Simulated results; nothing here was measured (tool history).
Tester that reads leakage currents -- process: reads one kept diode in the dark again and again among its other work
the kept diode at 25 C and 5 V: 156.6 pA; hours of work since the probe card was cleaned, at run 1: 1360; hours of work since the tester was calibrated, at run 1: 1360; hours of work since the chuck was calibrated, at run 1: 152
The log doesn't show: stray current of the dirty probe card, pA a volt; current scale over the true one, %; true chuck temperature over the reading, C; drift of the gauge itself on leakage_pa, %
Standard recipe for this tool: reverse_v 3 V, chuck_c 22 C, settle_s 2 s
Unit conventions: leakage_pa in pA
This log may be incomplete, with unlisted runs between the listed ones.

run,hour,reverse_v,chuck_c,settle_s,hours of work since the probe card was cleaned,hours of work since the tester was calibrated,hours of work since the chuck was calibrated,leakage_pa
1,0,3,22,2,1360,1360,152,97.76
2,64.3,3,22,2,1402,1402,193,98.2
3,157.8,3,22,2,1463,1463,254,97.43
4,237.5,3,22,2,1515,1515,306,98
5,333.2,3,22,1.68,1577,1577,369,97.3
6,391.3,3,22,1.68,1615,1615,407,97.95
7,451.4,3,22,1.68,1654,1654,446,97.78
8,502.3,3,22,2,1687,1687,479,97.19
9,577.7,3,52,2,1736,1736,528,1166.82
10,621.6,3,22,2,1765,1765,557,97.65
11,725,3,22,0.43,1832,1832,624,98.51
12,782.9,11.08,25,0.49,1870,1870,662,220.2
13,869.8,11.08,25,0.49,1927,1927,718,220.9
14,963.8,2.24,35,1.12,1988,1988,780,268.4
15,1030.2,1.5,22,4.01,2031,2031,823,73.62
16,1133.1,11.76,22,0.54,2098,2098,890,173.68
17,1228.7,3.32,31,0.54,2161,2161,952,227.66
18,1306.1,3,54,1.82,2211,2211,1003,1353.59
19,1359.8,9.82,27,8.38,2246,2246,1038,244.89

What will run 20 give?
20,1442.3,13.97,51,0.85,2300,2300,1092,?

Logged for run 20: leakage_pa 2011.08 pA.
Without the tool's hidden state the same run would have given leakage_pa 2012.09 pA.
